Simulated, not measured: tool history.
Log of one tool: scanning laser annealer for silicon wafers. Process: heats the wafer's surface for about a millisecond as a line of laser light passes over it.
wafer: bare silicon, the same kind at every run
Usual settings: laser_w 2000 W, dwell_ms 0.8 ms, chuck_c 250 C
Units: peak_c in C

run	day	laser_w	dwell_ms	chuck_c	peak_c
1	0	2000	0.8	250	1022
2	0.862	2000	0.8	250	1020
3	1.654	1826	0.8	250	954
4	2.488	1826	0.8	250	952
5	3.179	1826	0.8	250	954
6	3.925	2000	0.8	250	1021
7	4.846	2000	0.8	250	1013
8	5.692	2000	0.8	250	1019
9	6.592	2000	0.8	250	1016
10	7.217	2000	0.8	218	982
11	7.892	2000	0.8	218	981
# day 8.654: optics aligned, line set to its width
12	8.767	2000	0.8	218	985
13	9.279	2000	0.563	250	909
14	9.879	2000	0.563	250	911
# day 10.046: window over the wafer cleaned
15	10.512	1765	0.836	250	934
16	11.062	1765	0.836	250	936
17	11.846	1765	0.836	250	934
18	12.308	2000	0.8	283	1039
19	12.921	2000	0.616	245	921
20	13.65	1707	0.8	246	892
21	14.292	2000	0.8	270	1022
22	14.879	2000	0.8	221	975
# day 15.279: window over the wafer cleaned, once more
23	15.354	2000	0.8	221	1000
24	16.029	2000	0.8	221	1002
25	16.562	2000	0.8	221	996
26	17.225	2080	0.8	250	1058
27	18.129	2166	0.8	250	1092

Forecast each of these 3 alternatives for the next run:
A	18.612	2185	0.8	249	?
B	18.612	2166	0.646	250	?
C	18.612	2045	0.609	279	?

run	peak_c
A	1097
B	1013
C	987
Without the tool's hidden state the same runs would have given:
run	peak_c
A	1106
B	1022
C	995

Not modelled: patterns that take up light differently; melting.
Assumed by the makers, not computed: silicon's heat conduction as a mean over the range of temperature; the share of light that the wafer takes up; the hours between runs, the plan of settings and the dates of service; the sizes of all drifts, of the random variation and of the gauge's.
